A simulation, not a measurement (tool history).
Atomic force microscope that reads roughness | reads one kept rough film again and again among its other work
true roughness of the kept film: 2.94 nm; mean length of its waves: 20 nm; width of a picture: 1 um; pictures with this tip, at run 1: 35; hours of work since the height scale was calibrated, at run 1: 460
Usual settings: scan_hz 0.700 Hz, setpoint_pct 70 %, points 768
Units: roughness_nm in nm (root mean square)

| run | hour | scan_hz | setpoint_pct | points | pictures with this tip | hours of work since the height scale was calibrated | roughness_nm |
|---|---|---|---|---|---|---|---|
| 1 | 0.0 | 0.700 | 70 | 768 | 35 | 460 | 2.507 |
|  | 26.1 | new tip fitted |
| 2 | 26.1 | 1.293 | 70 | 768 | 0 | 472 | 2.477 |
| 3 | 44.0 | 1.293 | 70 | 768 | 20 | 481 | 2.475 |
| 4 | 66.7 | 3.611 | 70 | 768 | 46 | 491 | 2.332 |
|  | 84.3 | new tip fitted |
| 5 | 101.4 | 3.611 | 70 | 768 | 20 | 507 | 2.333 |
| 6 | 130.9 | 0.700 | 87 | 768 | 53 | 521 | 2.445 |
|  | 140.8 | new tip fitted |
| 7 | 151.3 | 3.935 | 87 | 768 | 12 | 530 | 2.057 |
| 8 | 183.2 | 0.700 | 77 | 768 | 48 | 545 | 2.493 |
|  | 198.9 | new tip fitted |
| 9 | 206.0 | 0.700 | 70 | 759 | 8 | 555 | 2.494 |
| 10 | 223.9 | 0.700 | 70 | 759 | 29 | 563 | 2.514 |
|  | 255.8 | new tip fitted |
| 11 | 257.6 | 0.700 | 70 | 759 | 2 | 579 | 2.509 |
| 12 | 281.4 | 0.700 | 70 | 759 | 29 | 590 | 2.511 |
| 13 | 296.7 | 0.700 | 70 | 768 | 47 | 597 | 2.505 |
|  | 312.1 | new tip fitted |
| 14 | 325.1 | 0.700 | 70 | 768 | 14 | 610 | 2.511 |
| 15 | 341.7 | 0.700 | 70 | 318 | 33 | 618 | 2.453 |
| 16 | 366.0 | 0.700 | 70 | 318 | 61 | 629 | 2.460 |
|  | 370.3 | new tip fitted |
| 17 | 396.9 | 0.700 | 68 | 401 | 30 | 643 | 2.484 |
| 18 | 424.0 | 0.700 | 68 | 401 | 61 | 656 | 2.501 |
|  | 429.4 | new tip fitted |
| 19 | 457.7 | 2.671 | 73 | 401 | 32 | 671 | 2.307 |
|  | 488.8 | new tip fitted |
| 20 | 489.3 | 1.774 | 73 | 264 | 1 | 686 | 2.321 |
| 21 | 515.7 | 0.700 | 70 | 921 | 31 | 698 | 2.518 |
| 22 | 537.2 | 0.700 | 70 | 921 | 55 | 708 | 2.514 |
|  | 545.8 | new tip fitted |
| 23 | 551.8 | 1.197 | 68 | 303 | 6 | 714 | 2.416 |
| 24 | 576.8 | 1.197 | 68 | 303 | 35 | 726 | 2.430 |
|  | 603.3 | new tip fitted |
| 25 | 605.1 | 1.197 | 68 | 303 | 2 | 739 | 2.434 |
| 26 | 625.1 | 1.995 | 78 | 768 | 25 | 748 | 2.347 |
| 27 | 649.4 | 2.563 | 70 | 388 | 53 | 760 | 2.368 |
|  | 659.7 | new tip fitted |
| 28 | 679.5 | 2.563 | 70 | 388 | 22 | 773 | 2.372 |
| 29 | 698.5 | 0.906 | 67 | 549 | 44 | 782 | 2.497 |
|  | 718.3 | new tip fitted |
| 30 | 730.3 | 2.102 | 64 | 462 | 13 | 797 | 2.461 |

Forecast each of these 4 alternatives for the next run:
| A | 758.3 | 0.859 | 70 | 266 | 45 | 810 | ? |
| B | 758.3 | 3.533 | 67 | 598 | 45 | 810 | ? |
| C | 758.3 | 0.700 | 72 | 641 | 45 | 810 | ? |
| D | 758.3 | 3.485 | 72 | 294 | 45 | 810 | ? |

| run | roughness_nm |
|---|---|
| A | 2.427 |
| B | 2.383 |
| C | 2.490 |
| D | 2.255 |
Without the tool's hidden state the same runs would have given:
| run | roughness_nm |
|---|---|
| A | 2.429 |
| B | 2.385 |
| C | 2.492 |
| D | 2.257 |
